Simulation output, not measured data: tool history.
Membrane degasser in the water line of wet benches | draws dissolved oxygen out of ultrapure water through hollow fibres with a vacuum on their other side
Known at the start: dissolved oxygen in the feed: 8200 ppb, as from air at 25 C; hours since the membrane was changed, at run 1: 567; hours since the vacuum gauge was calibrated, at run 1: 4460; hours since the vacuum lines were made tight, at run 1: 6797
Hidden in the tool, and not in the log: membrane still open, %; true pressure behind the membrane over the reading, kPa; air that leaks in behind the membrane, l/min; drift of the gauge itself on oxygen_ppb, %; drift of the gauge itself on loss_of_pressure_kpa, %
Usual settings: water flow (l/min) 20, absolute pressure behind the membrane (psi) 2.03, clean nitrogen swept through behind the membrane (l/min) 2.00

run    hour  water flow (l/min)  absolute pressure behind the membrane (psi)  clean nitrogen swept through behind the membrane (l/min)  hours since the membrane was changed  hours since the vacuum gauge was calibrated  hours since the vacuum lines were made tight  dissolved oxygen in the water behind the degasser (ppb)  pressure that the water loses in the fibres (psi)
  1     0.0                  20                                         2.03                                                      2.00                                   567                                         4460                                          6797                                                    262.7                                              4.141
  2    29.1                  20                                         2.03                                                      2.00                                   597                                         4490                                          6826                                                    261.2                                              4.077
  3    70.5                  20                                         2.03                                                      2.00                                   638                                         4531                                          6867                                                    260.8                                              4.112
  4   116.8                  20                                         2.03                                                      1.39                                   684                                         4577                                          6913                                                    363.8                                              4.180
  5   155.2                  20                                         2.03                                                      1.39                                   723                                         4616                                          6952                                                    359.4                                              4.126
  6   198.5                  20                                         1.49                                                      1.39                                   766                                         4659                                          6995                                                    244.5                                              4.158
  7   229.5                  20                                         2.03                                                      2.00                                   797                                         4690                                          7026                                                    259.5                                              4.144
  8   268.5                  20                                         2.03                                                      2.00                                   836                                         4729                                          7065                                                    262.4                                              4.142
  9   305.3                  20                                         2.03                                                      2.00                                   873                                         4766                                          7102                                                    264.0                                              4.157
 10   351.1                  20                                         2.03                                                      2.00                                   919                                         4812                                          7148                                                    262.3                                              4.158
 11   379.8                  20                                         2.03                                                      2.00                                   947                                         4840                                          7176                                                    262.7                                              4.171
 12   429.6                  20                                         2.03                                                      2.00                                   997                                         4890                                          7226                                                    264.7                                              4.115
 13   452.1                  20                                         2.03                                                      2.00                                  1020                                         4913                                          7249                                                    263.3                                              4.131
 14   481.0                  20                                         2.03                                                      2.00                                  1048                                         4941                                          7277                                                    261.4                                              4.134
 15   526.8                  20                                         2.03                                                      2.00                                  1094                                         4987                                          7323                                                    267.0                                              4.096
 16   556.7                  20                                         2.03                                                      1.39                                  1124                                         5017                                          7353                                                    362.7                                              4.163
 17   604.7                  20                                         2.77                                                      2.00                                  1172                                         5065                                          7401                                                    373.9                                              4.134
 18   641.1                  17                                         1.55                                                      0.97                                  1209                                         5102                                          7438                                                    306.9                                              3.530
      643.8  -- vacuum gauge calibrated
 19   666.9                  13                                         2.71                                                      0.96                                  1234                                           23                                          7463                                                    491.5                                              2.656
 20   717.1                  16                                         2.71                                                      1.56                                  1284                                           73                                          7513                                                    381.5                                              3.291
 21   758.2                  20                                         2.31                                                      1.83                                  1325                                          114                                          7554                                                    333.7                                              4.135
 22   784.3                  20                                         2.31                                                      1.83                                  1351                                          141                                          7580                                                    336.7                                              4.176
      824.1  -- vacuum gauge calibrated, once more
 23   835.8                  20                                         2.31                                                      1.83                                  1402                                           12                                          7631                                                    324.8                                              4.152
 24   883.8                  20                                         2.31                                                      1.83                                  1450                                           60                                          7679                                                    324.4                                              4.139
 25   910.7                  14                                         4.57                                                      5.13                                  1477                                           87                                          7706                                                    195.3                                              2.889
 26   960.1                  25                                         4.57                                                      5.13                                  1527                                          136                                          7756                                                    344.3                                              5.191
 27   981.9                  25                                         3.47                                                      2.97                                  1548                                          158                                          7777                                                    416.1                                              5.185
 28  1014.1                  19                                         1.65                                                      2.97                                  1581                                          190                                          7810                                                    130.4                                              3.919
 29  1043.9                  19                                         1.65                                                      2.97                                  1610                                          220                                          7839                                                    132.6                                              3.938
 30  1070.3                  28                                         1.65                                                      2.00                                  1637                                          246                                          7866                                                    280.7                                              5.790
 31  1092.6                  18                                         1.32                                                      2.99                                  1659                                          268                                          7888                                                     91.1                                              3.707
 32  1124.1                  20                                         2.29                                                      2.00                                  1691                                          300                                          7920                                                    299.3                                              4.189
 33  1163.2                  20                                         2.29                                                      2.00                                  1730                                          339                                          7959                                                    300.5                                              4.107

Hidden state at the last listed run before each entry between runs and at the first one after, where it differs:
Between runs 18 and 19: vacuum gauge calibrated (hour 643.8)
  true pressure behind the membrane over the reading, kPa: 0.29 -> 0.41
  measured less the result without the state, dissolved oxygen in the water behind the degasser (ppb): +16.7 -> +26.7; pressure that the water loses in the fibres (psi): +0.012 -> +0.009
Between runs 22 and 23: vacuum gauge calibrated, once more (hour 824.1)
  true pressure behind the membrane over the reading, kPa: 0.41 -> 0.05; air that leaks in behind the membrane, l/min: 0.022 -> 0.0221
  measured less the result without the state, dissolved oxygen in the water behind the degasser (ppb): +17.6 -> +8.5; pressure that the water loses in the fibres (psi): +0.015 -> +0.015
